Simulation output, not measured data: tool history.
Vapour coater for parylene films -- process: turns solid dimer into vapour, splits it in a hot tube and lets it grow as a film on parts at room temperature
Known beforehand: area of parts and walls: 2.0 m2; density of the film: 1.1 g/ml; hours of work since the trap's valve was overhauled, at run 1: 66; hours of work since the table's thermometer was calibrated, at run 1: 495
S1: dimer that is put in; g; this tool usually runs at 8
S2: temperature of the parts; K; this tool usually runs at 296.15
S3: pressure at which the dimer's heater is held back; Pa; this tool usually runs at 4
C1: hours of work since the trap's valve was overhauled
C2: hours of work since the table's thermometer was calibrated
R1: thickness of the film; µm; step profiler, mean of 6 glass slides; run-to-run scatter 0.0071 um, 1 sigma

run,hour,S1,S2,S3,C1,C2,R1
1,0,8,296.15,4,66,495,2.062
2,39.3,8,296.15,4,83,512,2.073
3,76.7,8,296.15,4,99,528,2.066
4,102.7,8,296.15,4,110,539,2.06
5,144.4,8,296.15,4,128,557,2.058
6,169.6,5,296.15,4,138,567,1.28
7,191.8,5,296.15,4,148,577,1.28
8,209.4,5,296.15,4,155,584,1.278
9,247.1,8,296.15,4,171,601,2.043
10,265.8,6,296.15,4,179,608,1.522
11,289.8,6,296.15,4,190,619,1.535
12,314,6,296.15,4,200,629,1.531
13,350,6,296.15,4,215,644,1.529
14,384.7,6,296.15,4,230,659,1.525
15,410.5,8,296.15,4,241,670,2.046
16,439.6,8,296.15,2.93,253,683,2.152
17,465,4,296.15,4,264,693,1.018
18,483.3,4,296.15,4,272,701,1.006
19,506.7,8,296.15,4,282,711,2.01
20,542.3,8,296.15,4,297,726,2.023
21,563.6,8,296.15,4,306,735,2.019
22,585.5,8,296.15,4,316,745,2.006
23,626.5,8,290.15,6.86,333,762,2.217
24,650.8,8,290.15,6.86,343,773,2.206
25,681.7,5,295.15,4.01,357,786,1.295
26,703.7,5,295.15,4.01,366,795,1.288
27,739.7,11,295.15,5.76,381,810,2.669
28,758.1,11,295.15,5.76,389,818,2.666
29,776.9,4,297.15,2.23,397,826,1.061
30,798.8,4,297.15,2.23,407,836,1.066
31,819,4,297.15,2.23,415,844,1.056
32,853.4,4,298.15,2.81,430,859,0.988
33,887.9,6,296.15,4,445,874,1.486
34,910.5,4,293.15,7.16,454,883,0.989
35,934.9,3,295.15,4.68,465,894,0.74
# hour 967.3: trap's valve overhauled
36,973.2,5,296.15,5.71,3,908,1.231
37,1012.6,6,296.15,5.71,19,925,1.474
38,1031.4,6,303.15,3.77,27,933,1.277
39,1060.2,8,296.15,11.26,40,945,1.753
40,1093.1,8,296.15,11.26,54,959,1.766
41,1113.1,13,296.15,6.57,62,968,3.127
42,1141.7,13,296.15,6.57,74,980,3.121
43,1183.3,3,289.15,7.79,92,998,0.871

Here are 5 independent what-if runs from the current tool condition. What would each one return?
A,1216.1,8,291.15,3.04,106,1012,?
B,1216.1,4,288.15,3.04,106,1012,?
C,1216.1,9,296.15,4.56,106,1012,?
D,1216.1,4,289.15,7.79,106,1012,?
E,1216.1,8,302.15,4,106,1012,?

run,R1
A,2.539
B,1.405
C,2.294
D,1.145
E,1.73
With the hidden condition removed and each run's random variation left untouched, the same runs would have given:
run,R1
A,2.554
B,1.413
C,2.308
D,1.152
E,1.741

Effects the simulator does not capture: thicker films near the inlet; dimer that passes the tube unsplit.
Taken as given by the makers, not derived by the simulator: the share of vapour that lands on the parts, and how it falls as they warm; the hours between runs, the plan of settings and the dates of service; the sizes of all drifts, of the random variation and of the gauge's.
